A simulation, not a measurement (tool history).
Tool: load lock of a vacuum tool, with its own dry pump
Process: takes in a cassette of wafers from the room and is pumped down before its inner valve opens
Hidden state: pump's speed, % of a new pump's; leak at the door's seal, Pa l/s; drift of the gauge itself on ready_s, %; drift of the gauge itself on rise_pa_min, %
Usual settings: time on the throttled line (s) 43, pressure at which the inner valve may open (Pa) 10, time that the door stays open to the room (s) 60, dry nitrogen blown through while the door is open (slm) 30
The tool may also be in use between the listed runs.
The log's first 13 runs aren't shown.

| run | day | time on the throttled line (s) | pressure at which the inner valve may open (Pa) | time that the door stays open to the room (s) | dry nitrogen blown through while the door is open (slm) | hours that the pump has run since its overhaul | times that the door has closed on its seal | incoming humidity of the room's air, % | time from the closed door until the inner valve may open (s) | rise of the pressure with all valves shut (Pa/min) |
|---|---|---|---|---|---|---|---|---|---|---|
| 14 | 161.721 | 43 | 18 | 60 | 30 | 8145 | 20092 | 45.9 | 85.7 | 0.068 |
| 15 | 177.421 | 43 | 10 | 60 | 30 | 8521 | 20864 | 44.8 | 90.6 | 0.075 |
| 16 | 191.196 | 43 | 10 | 60 | 30 | 8852 | 21542 | 38.6 | 89.8 | 0.07 |
| 17 | 204.867 | 43 | 10 | 72 | 30 | 9180 | 22215 | 42.1 | 90.6 | 0.079 |
| 18 | 213.162 | 43 | 10 | 60 | 30 | 9379 | 22623 | 47.6 | 90.6 | 0.076 |
| 19 | 228.317 | 43 | 10 | 140 | 30 | 9743 | 23368 | 43.3 | 90.8 | 0.095 |
| 20 | 238.596 | 39 | 10 | 42 | 11 | 9990 | 23874 | 46.4 | 88.6 | 0.089 |
| 21 | 252.812 | 49 | 10 | 60 | 10 | 10331 | 24574 | 42.3 | 95.8 | 0.093 |
| 22 | 264.6 | 28 | 15 | 186 | 10 | 10614 | 25154 | 45.3 | 77.1 | 0.125 |
| 23 | 276.304 | 43 | 12 | 60 | 5 | 10895 | 25730 | 45.6 | 89.8 | 0.109 |
| 24 | 287.479 | 43 | 12 | 60 | 5 | 11163 | 26279 | 42.7 | 90.4 | 0.111 |
| 25 | 305.496 | 68 | 12 | 27 | 17 | 11595 | 27166 | 44.3 | 109.2 | 0.1 |
| 26 | 315.529 | 68 | 12 | 27 | 17 | 11836 | 27659 | 45.6 | 107.9 | 0.093 |
| 27 | 330.562 | 68 | 12 | 27 | 17 | 12197 | 28399 | 45.8 | 110.2 | 0.097 |
| 28 | 346.108 | 68 | 13 | 27 | 17 | 12570 | 29164 | 44.6 | 108.4 | 0.101 |
| 29 | 355.95 | 71 | 14 | 27 | 30 | 12806 | 29648 | 48 | 110 | 0.102 |
| 30 | 367.8 | 71 | 14 | 27 | 30 | 13091 | 30231 | 43.6 | 112 | 0.096 |
| 31 | 383.042 | 71 | 14 | 27 | 30 | 13456 | 30981 | 46.8 | 110.1 | 0.109 |
| 32 | 391.496 | 71 | 14 | 27 | 30 | 13659 | 31397 | 48.3 | 111.6 | 0.109 |
| 33 | 405.846 | 43 | 11 | 60 | 8 | 14004 | 32103 | 45.2 | 92.1 | 0.127 |
|  | 415.279 | dry pump taken out, an overhauled one fitted |
| 34 | 421.738 | 43 | 18 | 37 | 8 | 155 | 32872 | 42.8 | 84.1 | 0.127 |
| 35 | 435.442 | 43 | 19 | 205 | 8 | 484 | 33547 | 44.8 | 84.4 | 0.159 |
| 36 | 444.954 | 43 | 19 | 205 | 12 | 712 | 34015 | 44.1 | 83.6 | 0.156 |

3 ways to go on from here, each from the tool as it stands after run 36. What would each give?
| A | 460.871 | 43 | 10 | 205 | 12 | 1094 | 34798 | 47.8 | ? | ? |
| B | 460.871 | 38 | 16 | 60 | 30 | 1094 | 34798 | 45.6 | ? | ? |
| C | 460.871 | 70 | 15 | 39 | 30 | 1094 | 34798 | 40.6 | ? | ? |

| run | time from the closed door until the inner valve may open (s) | rise of the pressure with all valves shut (Pa/min) |
|---|---|---|
| A | 89.4 | 0.16 |
| B | 80.8 | 0.122 |
| C | 106.6 | 0.126 |
Without the tool's hidden state the same runs would have given:
| run | time from the closed door until the inner valve may open (s) | rise of the pressure with all valves shut (Pa/min) |
|---|---|---|
| A | 88 | 0.051 |
| B | 79.6 | 0.014 |
| C | 105.6 | 0.015 |
